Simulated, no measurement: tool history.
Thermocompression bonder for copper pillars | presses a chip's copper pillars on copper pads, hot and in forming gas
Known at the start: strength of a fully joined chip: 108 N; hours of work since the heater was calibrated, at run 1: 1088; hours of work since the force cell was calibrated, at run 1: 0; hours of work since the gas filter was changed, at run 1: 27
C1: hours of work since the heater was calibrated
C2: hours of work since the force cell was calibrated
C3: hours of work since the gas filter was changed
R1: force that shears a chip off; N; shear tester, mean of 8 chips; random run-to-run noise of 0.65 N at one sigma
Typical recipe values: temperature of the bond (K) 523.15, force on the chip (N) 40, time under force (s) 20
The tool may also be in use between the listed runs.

Run 1, hour 0: usual settings; C1 1088; C2 0; C3 27. Result: R1 37.2 N.
At hour 16.8: heater calibrated with a thermocouple chip.
Run 2, hour 45: usual settings; C1 16; C2 24; C3 52. Result: R1 40.3 N.
Run 3, hour 87.5: usual settings but force on the chip (N) 47; C1 40; C2 48; C3 75. Result: R1 48.4 N.
Run 4, hour 153.5: usual settings but temperature of the bond (K) 540.15, force on the chip (N) 47; C1 77; C2 85; C3 112. Result: R1 57.2 N.
Run 5, hour 218.6: usual settings but temperature of the bond (K) 540.15, force on the chip (N) 47; C1 113; C2 122; C3 149. Result: R1 55.2 N.
Run 6, hour 266.5: usual settings; C1 140; C2 148; C3 176. Result: R1 37.1 N.
Run 7, hour 317.6: usual settings; C1 169; C2 177; C3 205. Result: R1 38 N.
Run 8, hour 352: usual settings; C1 188; C2 196; C3 224. Result: R1 37 N.
Run 9, hour 398.2: usual settings but temperature of the bond (K) 549.15; C1 214; C2 222; C3 250. Result: R1 50.5 N.

Predict the results of run 10:
Run 10, hour 440.4: usual settings but temperature of the bond (K) 549.15, time under force (s) 42; C1 238; C2 246; C3 274. Result: R1 ?.

R1: 62.3 N
Take away the tool's hidden state, keep the run-to-run variation as it was, and the same run would have given R1 71.6 N.
